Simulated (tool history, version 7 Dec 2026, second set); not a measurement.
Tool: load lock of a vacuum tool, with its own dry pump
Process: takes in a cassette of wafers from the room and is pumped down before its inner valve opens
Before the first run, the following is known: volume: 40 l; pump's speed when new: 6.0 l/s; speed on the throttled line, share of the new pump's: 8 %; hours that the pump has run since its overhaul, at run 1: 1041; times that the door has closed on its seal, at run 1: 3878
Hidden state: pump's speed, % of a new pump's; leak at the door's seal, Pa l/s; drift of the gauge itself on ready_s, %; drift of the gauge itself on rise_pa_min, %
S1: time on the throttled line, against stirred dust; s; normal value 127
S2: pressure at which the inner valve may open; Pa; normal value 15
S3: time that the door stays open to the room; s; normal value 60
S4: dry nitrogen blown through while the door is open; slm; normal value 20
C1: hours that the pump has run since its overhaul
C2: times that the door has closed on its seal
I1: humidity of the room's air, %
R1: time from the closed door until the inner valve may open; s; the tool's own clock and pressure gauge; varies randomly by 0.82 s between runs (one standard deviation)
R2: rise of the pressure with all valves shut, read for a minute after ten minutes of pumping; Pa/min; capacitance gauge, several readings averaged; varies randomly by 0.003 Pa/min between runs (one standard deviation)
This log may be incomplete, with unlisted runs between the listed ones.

Run 1, hour 0.0: usual settings; C1 1041; C2 3878; I1 47.7. Result: R1 175.4 s, R2 0.057 Pa/min.
Run 2, hour 93.7: usual settings; C1 1135; C2 4111; I1 43.0. Result: R1 175.7 s, R2 0.049 Pa/min.
Run 3, hour 176.1: usual settings but S3 29 s; C1 1217; C2 4316; I1 49.7. Result: R1 176.5 s, R2 0.041 Pa/min.
Run 4, hour 224.8: usual settings but S3 29 s; C1 1266; C2 4437; I1 43.6. Result: R1 176.5 s, R2 0.040 Pa/min.
Run 5, hour 302.8: usual settings but S3 39 s; C1 1344; C2 4631; I1 43.9. Result: R1 176.1 s, R2 0.040 Pa/min.
Run 6, hour 384.9: usual settings but S3 39 s; C1 1426; C2 4835; I1 44.1. Result: R1 178.0 s, R2 0.045 Pa/min.
Run 7, hour 457.2: usual settings but S2 29 Pa, S3 39 s; C1 1498; C2 5014; I1 46.7. Result: R1 171.7 s, R2 0.045 Pa/min.
Run 8, hour 549.8: usual settings but S1 66 s; C1 1591; C2 5245; I1 45.9. Result: R1 121.2 s, R2 0.051 Pa/min.
Run 9, hour 626.6: usual settings but S4 27 slm; C1 1668; C2 5435; I1 45.2. Result: R1 176.3 s, R2 0.047 Pa/min.
Run 10, hour 706.7: usual settings but S2 10 Pa; C1 1748; C2 5635; I1 45.7. Result: R1 178.7 s, R2 0.045 Pa/min.
Run 11, hour 780.2: usual settings but S2 10 Pa, S4 10 slm; C1 1821; C2 5817; I1 45.0. Result: R1 181.0 s, R2 0.062 Pa/min.
Run 12, hour 842.2: usual settings but S1 107 s; C1 1883; C2 5971; I1 43.6. Result: R1 157.0 s, R2 0.050 Pa/min.
Run 13, hour 899.1: usual settings but S1 107 s; C1 1940; C2 6113; I1 42.4. Result: R1 157.6 s, R2 0.051 Pa/min.
Run 14, hour 956.4: usual settings but S1 107 s; C1 1997; C2 6255; I1 51.1. Result: R1 158.3 s, R2 0.060 Pa/min.
Run 15, hour 1051.0: usual settings; C1 2092; C2 6490; I1 44.7. Result: R1 176.8 s, R2 0.052 Pa/min.
Run 16, hour 1163.3: usual settings; C1 2204; C2 6769; I1 46.9. Result: R1 178.1 s, R2 0.059 Pa/min.
Run 17, hour 1221.4: usual settings; C1 2262; C2 6913; I1 43.8. Result: R1 176.7 s, R2 0.045 Pa/min.
Run 18, hour 1281.1: usual settings; C1 2322; C2 7062; I1 47.0. Result: R1 176.7 s, R2 0.056 Pa/min.
Run 19, hour 1391.1: usual settings; C1 2432; C2 7335; I1 46.8. Result: R1 176.8 s, R2 0.057 Pa/min.
Run 20, hour 1449.3: usual settings but S1 188 s, S2 30 Pa; C1 2490; C2 7480; I1 43.8. Result: R1 227.0 s, R2 0.054 Pa/min.
Run 21, hour 1547.7: usual settings but S1 222 s; C1 2589; C2 7724; I1 42.5. Result: R1 264.0 s, R2 0.049 Pa/min.
Run 22, hour 1633.8: usual settings but S1 222 s, S3 230 s; C1 2675; C2 7938; I1 45.4. Result: R1 263.0 s, R2 0.103 Pa/min.
Run 23, hour 1696.8: usual settings but S1 77 s, S3 41 s, S4 25 slm; C1 2738; C2 8095; I1 46.1. Result: R1 129.8 s, R2 0.043 Pa/min.
Run 24, hour 1743.2: usual settings but S1 71 s, S2 29 Pa, S3 31 s, S4 10 slm; C1 2784; C2 8210; I1 46.2. Result: R1 120.8 s, R2 0.044 Pa/min.
Run 25, hour 1804.8: usual settings but S1 69 s, S3 30 s; C1 2846; C2 8363; I1 46.1. Result: R1 123.6 s, R2 0.037 Pa/min.
Run 26, hour 1867.1: usual settings but S1 69 s, S3 30 s; C1 2908; C2 8518; I1 42.8. Result: R1 122.4 s, R2 0.037 Pa/min.
Run 27, hour 1932.6: usual settings but S1 97 s, S2 18 Pa, S4 39 slm; C1 2974; C2 8681; I1 44.1. Result: R1 146.5 s, R2 0.039 Pa/min.
Run 28, hour 2035.1: usual settings but S4 7 slm; C1 3076; C2 8935; I1 46.1. Result: R1 176.1 s, R2 0.069 Pa/min.
Run 29, hour 2103.5: usual settings but S1 106 s, S2 10 Pa, S3 72 s, S4 8 slm; C1 3144; C2 9105; I1 47.0. Result: R1 159.3 s, R2 0.072 Pa/min.
Run 30, hour 2162.7: usual settings but S1 106 s, S3 38 s, S4 8 slm; C1 3204; C2 9252; I1 45.9. Result: R1 156.7 s, R2 0.051 Pa/min.
Run 31, hour 2254.0: usual settings but S1 106 s, S3 107 s, S4 19 slm; C1 3295; C2 9479; I1 44.5. Result: R1 157.1 s, R2 0.072 Pa/min.
Run 32, hour 2319.3: usual settings but S3 32 s, S4 26 slm; C1 3360; C2 9641; I1 46.9. Result: R1 176.0 s, R2 0.034 Pa/min.
Run 33, hour 2394.6: usual settings but S1 156 s, S4 35 slm; C1 3436; C2 9829; I1 45.2. Result: R1 202.7 s, R2 0.048 Pa/min.
Run 34, hour 2460.6: usual settings but S1 170 s, S2 22 Pa, S3 220 s, S4 5 slm; C1 3502; C2 9993; I1 48.5. Result: R1 212.7 s, R2 0.147 Pa/min.
Run 35, hour 2542.5: usual settings but S1 169 s; C1 3583; C2 10196; I1 43.8. Result: R1 215.9 s, R2 0.055 Pa/min.
Run 36, hour 2624.5: usual settings but S1 116 s, S3 181 s; C1 3665; C2 10400; I1 47.9. Result: R1 167.1 s, R2 0.096 Pa/min.

Branching from run 36: 5 alternative next runs. What would each branch give?
Run A, hour 2714.7: usual settings but S1 204 s, S3 45 s, S4 11 slm; C1 3756; C2 10624; I1 49.1. Result: R1 ?, R2 ?.
Run B, hour 2714.7: usual settings but S1 159 s; C1 3756; C2 10624; I1 46.0. Result: R1 ?, R2 ?.
Run C, hour 2714.7: usual settings but S3 123 s; C1 3756; C2 10624; I1 43.2. Result: R1 ?, R2 ?.
Run D, hour 2714.7: usual settings but S3 50 s; C1 3756; C2 10624; I1 45.6. Result: R1 ?, R2 ?.
Run E, hour 2714.7: usual settings but S2 19 Pa, S3 193 s, S4 12 slm; C1 3756; C2 10624; I1 45.6. Result: R1 ?, R2 ?.

run     R1     R2
  A  247.9  0.058
  B  207.6  0.050
  C  175.7  0.075
  D  176.7  0.054
  E  174.3  0.109
With the hidden condition removed and each run's random variation left untouched, the same runs would have given:
run     R1     R2
  A  247.9  0.058
  B  207.6  0.049
  C  175.7  0.075
  D  176.7  0.053
  E  174.3  0.109
